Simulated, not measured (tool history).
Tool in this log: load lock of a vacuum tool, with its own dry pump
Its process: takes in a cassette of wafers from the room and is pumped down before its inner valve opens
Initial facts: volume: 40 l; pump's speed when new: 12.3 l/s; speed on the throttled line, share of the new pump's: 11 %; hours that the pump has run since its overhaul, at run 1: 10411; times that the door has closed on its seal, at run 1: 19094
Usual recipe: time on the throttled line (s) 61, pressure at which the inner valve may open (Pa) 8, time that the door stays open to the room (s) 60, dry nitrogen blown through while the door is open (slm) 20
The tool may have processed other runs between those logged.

| run | hour | time on the throttled line (s) | pressure at which the inner valve may open (Pa) | time that the door stays open to the room (s) | dry nitrogen blown through while the door is open (slm) | hours that the pump has run since its overhaul | times that the door has closed on its seal | incoming humidity of the room's air, % | time from the closed door until the inner valve may open (s) | rise of the pressure with all valves shut (Pa/min) |
|---|---|---|---|---|---|---|---|---|---|---|
| 1 | 0.0 | 61 | 8 | 60 | 20 | 10411 | 19094 | 47.2 | 90.0 | 0.253 |
| 2 | 134.8 | 61 | 8 | 60 | 20 | 10546 | 19462 | 44.8 | 91.4 | 0.263 |
| 3 | 313.2 | 61 | 8 | 60 | 20 | 10724 | 19950 | 48.4 | 91.3 | 0.278 |
| 4 | 556.9 | 61 | 8 | 60 | 20 | 10968 | 20615 | 47.0 | 90.9 | 0.281 |
| 5 | 756.0 | 61 | 8 | 60 | 20 | 11167 | 21159 | 46.7 | 91.9 | 0.292 |
| 6 | 980.4 | 61 | 8 | 60 | 20 | 11391 | 21772 | 43.8 | 91.3 | 0.306 |
|  | 1161.2 | dry pump taken out, an overhauled one fitted |
| 7 | 1236.7 | 61 | 8 | 60 | 20 | 76 | 22456 | 46.3 | 86.1 | 0.317 |
| 8 | 1434.9 | 61 | 8 | 60 | 20 | 274 | 22997 | 44.6 | 84.7 | 0.326 |
| 9 | 1655.7 | 30 | 9 | 40 | 5 | 495 | 23600 | 47.8 | 57.1 | 0.340 |

Forecast run 10:
| 10 | 1892.5 | 40 | 8 | 60 | 36 | 731 | 24247 | 46.1 | ? | ? |

time from the closed door until the inner valve may open (s): 66.5
rise of the pressure with all valves shut (Pa/min): 0.344
Minus the tool's unlogged condition, the same run would have read time from the closed door until the inner valve may open (s) 66.3, rise of the pressure with all valves shut (Pa/min) 0.038.

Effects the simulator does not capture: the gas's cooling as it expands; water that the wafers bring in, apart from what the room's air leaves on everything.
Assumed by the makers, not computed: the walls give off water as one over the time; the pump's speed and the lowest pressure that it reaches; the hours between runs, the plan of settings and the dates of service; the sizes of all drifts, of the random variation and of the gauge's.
